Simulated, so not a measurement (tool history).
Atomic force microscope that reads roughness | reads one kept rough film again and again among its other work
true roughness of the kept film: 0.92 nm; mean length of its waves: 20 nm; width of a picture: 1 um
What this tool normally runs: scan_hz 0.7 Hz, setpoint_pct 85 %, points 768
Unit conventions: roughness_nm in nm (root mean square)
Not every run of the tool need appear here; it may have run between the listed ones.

run   hour  scan_hz  setpoint_pct  points  roughness_nm
  1      0      0.7            85     768         0.812
  2   51.6      0.7            85     768         0.815
  3   78.1    2.061            85     768         0.753
  4     99    2.061            85     768         0.748
       121  -- new tip fitted
  5  143.3    2.061            85     768         0.754
  6  178.4    2.061            85     768         0.746
  7  220.8      0.7            85     565         0.814
  8    253      0.7            68     768          0.84
  9    285      0.7            84     768         0.819
     324.4  -- new tip fitted
 10  336.9      0.7            84     768         0.824
 11  385.6    2.743            84     429         0.725
 12  409.4    2.743            84     429         0.716
 13    450      0.7            88     463         0.808
 14  473.1    1.354            66     887         0.835
 15  504.8    0.933            73     887         0.839
     527.3  -- new tip fitted
 16  529.4    0.558            65     683         0.844
 17    572    0.558            65     683         0.856
 18  599.7      0.7            85     330         0.798
 19  626.6      0.7            85     330         0.801

Below are 3 alternative next runs, each starting from the tool's condition after run 19. Predict each:
  A  666.8      0.7            83     330             ?
  B  666.8    0.737            84     415             ?
  C  666.8    2.964            85     603             ?

run  roughness_nm
  A         0.799
  B         0.813
  C         0.698
The same runs, with their run-to-run variation unchanged, on a tool lacking any hidden condition would have given:
run  roughness_nm
  A         0.802
  B         0.815
  C           0.7

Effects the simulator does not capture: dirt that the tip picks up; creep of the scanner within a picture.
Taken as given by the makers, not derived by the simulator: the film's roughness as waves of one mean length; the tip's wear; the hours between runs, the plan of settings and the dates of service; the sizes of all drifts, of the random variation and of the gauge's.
